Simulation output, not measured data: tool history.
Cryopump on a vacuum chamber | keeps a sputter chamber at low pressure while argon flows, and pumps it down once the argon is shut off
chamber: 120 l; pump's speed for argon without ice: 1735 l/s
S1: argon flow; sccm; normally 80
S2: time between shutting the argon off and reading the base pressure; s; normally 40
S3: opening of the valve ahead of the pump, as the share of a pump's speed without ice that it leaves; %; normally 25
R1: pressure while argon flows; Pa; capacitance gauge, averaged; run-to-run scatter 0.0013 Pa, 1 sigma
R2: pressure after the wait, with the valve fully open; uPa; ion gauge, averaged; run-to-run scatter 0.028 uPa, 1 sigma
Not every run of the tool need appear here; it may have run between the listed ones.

run,hour,S1,S2,S3,R1,R2
1,0.0,80,40,25,0.3112,2.67
2,17.1,80,40,25,0.3125,2.62
3,41.7,148,40,25,0.5824,2.69
4,69.0,80,163,25,0.3146,1.82
5,101.3,80,163,25,0.3147,1.83
6,120.1,80,163,25,0.3153,1.86
7,135.1,38,40,58,0.0654,2.69
8,161.2,102,40,58,0.1746,2.71
9,180.4,102,40,58,0.1763,2.72
10,210.2,151,26,29,0.5154,3.42

What if the next run were any one of these 4? Each begins from the tool's condition after run 10:
A,241.0,98,30,23,?,?
B,241.0,33,40,25,?,?
C,241.0,144,26,18,?,?
D,241.0,80,40,51,?,?

run,R1,R2
A,0.4203,3.23
B,0.1301,2.77
C,0.7879,3.36
D,0.1595,2.91
With the hidden condition removed and each run's random variation left untouched, the same runs would have given:
run,R1,R2
A,0.4139,1.74
B,0.1280,1.30
C,0.7784,1.90
D,0.1542,1.38
